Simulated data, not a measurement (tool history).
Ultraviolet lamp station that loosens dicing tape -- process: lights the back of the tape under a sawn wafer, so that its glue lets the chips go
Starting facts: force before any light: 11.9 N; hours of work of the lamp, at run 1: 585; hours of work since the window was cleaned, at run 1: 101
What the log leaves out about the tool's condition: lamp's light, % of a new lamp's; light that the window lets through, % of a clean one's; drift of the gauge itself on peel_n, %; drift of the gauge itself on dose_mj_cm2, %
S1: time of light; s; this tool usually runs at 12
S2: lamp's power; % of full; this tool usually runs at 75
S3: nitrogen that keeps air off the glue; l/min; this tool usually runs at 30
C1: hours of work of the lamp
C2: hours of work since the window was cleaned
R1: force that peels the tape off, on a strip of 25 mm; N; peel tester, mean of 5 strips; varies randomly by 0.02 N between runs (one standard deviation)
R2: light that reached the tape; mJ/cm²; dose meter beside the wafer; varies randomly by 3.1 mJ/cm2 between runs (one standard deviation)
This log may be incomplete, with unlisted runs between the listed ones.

| run | hour | S1 | S2 | S3 | C1 | C2 | R1 | R2 |
|---|---|---|---|---|---|---|---|---|
| 1 | 0.0 | 12 | 75 | 30 | 585 | 101 | 2.030 | 317 |
| 2 | 26.8 | 12 | 75 | 30 | 602 | 119 | 2.156 | 313 |
| 3 | 47.4 | 12 | 75 | 30 | 615 | 132 | 2.158 | 305 |
| 4 | 77.0 | 12 | 75 | 30 | 635 | 151 | 2.214 | 301 |
| 5 | 103.7 | 12 | 75 | 30 | 652 | 169 | 2.287 | 295 |
| 6 | 144.7 | 12 | 81 | 30 | 679 | 195 | 2.116 | 310 |
| 7 | 166.9 | 12 | 81 | 30 | 693 | 210 | 2.154 | 310 |
| 8 | 195.4 | 12 | 75 | 30 | 712 | 228 | 2.575 | 280 |
|  | 199.0 | window cleaned of glue's vapour |
| 9 | 221.3 | 12 | 75 | 30 | 728 | 15 | 2.743 | 269 |
| 10 | 243.8 | 12 | 86 | 24 | 743 | 29 | 2.553 | 303 |
| 11 | 273.8 | 12 | 68 | 50 | 762 | 49 | 2.426 | 234 |
|  | 280.4 | window cleaned of glue's vapour, once more |
|  | 300.1 | lamp changed |
| 12 | 310.4 | 15 | 80 | 30 | 7 | 19 | 0.560 | 616 |
| 13 | 327.3 | 15 | 80 | 30 | 18 | 30 | 0.573 | 614 |
| 14 | 362.4 | 15 | 68 | 54 | 41 | 53 | 0.493 | 510 |
| 15 | 384.3 | 12 | 87 | 15 | 55 | 67 | 1.461 | 513 |
| 16 | 406.2 | 12 | 87 | 13 | 69 | 81 | 1.654 | 508 |

Each row is a separate what-if for the run after 16, all from the same tool condition, not one after another. Results?
| A | 423.2 | 9 | 64 | 49 | 80 | 92 | ? | ? |
| B | 423.2 | 18 | 87 | 37 | 80 | 92 | ? | ? |
| C | 423.2 | 22 | 66 | 13 | 80 | 92 | ? | ? |
| D | 423.2 | 12 | 87 | 29 | 80 | 92 | ? | ? |

| run | R1 | R2 |
|---|---|---|
| A | 1.915 | 282 |
| B | 0.310 | 757 |
| C | 0.854 | 704 |
| D | 0.861 | 507 |
Without the tool's unlogged condition, the same runs would have read:
| run | R1 | R2 |
|---|---|---|
| A | 1.677 | 304 |
| B | 0.279 | 816 |
| C | 0.727 | 759 |
| D | 0.730 | 546 |

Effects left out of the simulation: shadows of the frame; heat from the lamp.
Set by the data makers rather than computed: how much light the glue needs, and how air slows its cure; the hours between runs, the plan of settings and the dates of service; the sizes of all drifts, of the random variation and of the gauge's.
